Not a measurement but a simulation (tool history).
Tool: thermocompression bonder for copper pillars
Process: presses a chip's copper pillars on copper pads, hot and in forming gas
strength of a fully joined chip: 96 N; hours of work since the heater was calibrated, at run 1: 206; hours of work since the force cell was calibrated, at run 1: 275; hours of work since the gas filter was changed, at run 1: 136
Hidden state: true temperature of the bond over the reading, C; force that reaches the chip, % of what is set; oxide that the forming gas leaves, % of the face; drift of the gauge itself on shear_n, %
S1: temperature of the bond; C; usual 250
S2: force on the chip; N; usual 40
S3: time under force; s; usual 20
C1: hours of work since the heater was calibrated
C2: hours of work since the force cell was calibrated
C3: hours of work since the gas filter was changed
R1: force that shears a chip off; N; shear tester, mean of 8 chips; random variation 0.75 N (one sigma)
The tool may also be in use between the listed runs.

| run | hour | S1 | S2 | S3 | C1 | C2 | C3 | R1 |
|---|---|---|---|---|---|---|---|---|
| 1 | 0.0 | 250 | 40 | 20 | 206 | 275 | 136 | 71.9 |
| 2 | 37.6 | 250 | 40 | 20 | 231 | 299 | 161 | 71.2 |
| 3 | 71.1 | 265 | 40 | 20 | 253 | 321 | 182 | 79.2 |
| 4 | 109.0 | 265 | 40 | 20 | 277 | 346 | 207 | 77.2 |
| 5 | 162.2 | 250 | 40 | 20 | 312 | 380 | 242 | 71.1 |
| 6 | 224.5 | 250 | 40 | 20 | 352 | 421 | 282 | 71.0 |
| 7 | 260.5 | 250 | 40 | 20 | 376 | 444 | 306 | 70.2 |
| 8 | 301.2 | 250 | 40 | 20 | 402 | 471 | 332 | 70.8 |
|  | 339.1 | forming gas filter changed |
| 9 | 341.7 | 250 | 32 | 20 | 428 | 497 | 2 | 63.0 |
| 10 | 375.7 | 263 | 32 | 20 | 451 | 519 | 24 | 69.6 |
| 11 | 440.4 | 263 | 32 | 20 | 493 | 561 | 66 | 68.0 |
| 12 | 487.0 | 263 | 32 | 20 | 523 | 592 | 96 | 69.0 |
| 13 | 525.3 | 263 | 32 | 20 | 548 | 617 | 121 | 69.0 |
| 14 | 559.4 | 263 | 32 | 20 | 570 | 639 | 143 | 69.3 |
| 15 | 593.7 | 263 | 32 | 20 | 593 | 661 | 166 | 69.0 |
| 16 | 647.7 | 265 | 40 | 12 | 628 | 696 | 201 | 70.0 |
| 17 | 696.3 | 265 | 40 | 12 | 659 | 728 | 233 | 69.8 |
| 18 | 753.4 | 265 | 40 | 11 | 697 | 765 | 270 | 67.5 |
| 19 | 797.4 | 265 | 40 | 11 | 725 | 794 | 298 | 67.5 |
| 20 | 857.6 | 265 | 40 | 11 | 764 | 833 | 338 | 67.3 |
|  | 890.2 | forming gas filter changed |
| 21 | 890.6 | 265 | 47 | 15 | 786 | 854 | 0 | 79.2 |
| 22 | 949.3 | 265 | 47 | 15 | 824 | 892 | 38 | 78.8 |
| 23 | 1000.1 | 266 | 40 | 32 | 857 | 925 | 72 | 83.5 |
| 24 | 1029.7 | 269 | 39 | 31 | 876 | 945 | 91 | 85.3 |
| 25 | 1094.7 | 269 | 39 | 31 | 918 | 987 | 133 | 84.0 |
| 26 | 1134.7 | 264 | 40 | 10 | 945 | 1013 | 159 | 65.2 |
| 27 | 1186.3 | 264 | 40 | 10 | 978 | 1047 | 193 | 65.5 |
| 28 | 1226.8 | 238 | 40 | 42 | 1004 | 1073 | 219 | 78.4 |
| 29 | 1274.2 | 276 | 36 | 18 | 1035 | 1104 | 250 | 76.9 |

3 ways to go on from here, each from the tool as it stands after run 29. What would each give?
| A | 1310.3 | 241 | 43 | 34 | 1059 | 1127 | 274 | ? |
| B | 1310.3 | 276 | 46 | 18 | 1059 | 1127 | 274 | ? |
| C | 1310.3 | 276 | 26 | 18 | 1059 | 1127 | 274 | ? |

| run | R1 |
|---|---|
| A | 77.9 |
| B | 82.2 |
| C | 65.0 |
Without the tool's hidden state the same runs would have given:
| run | R1 |
|---|---|
| A | 77.8 |
| B | 82.2 |
| C | 64.9 |
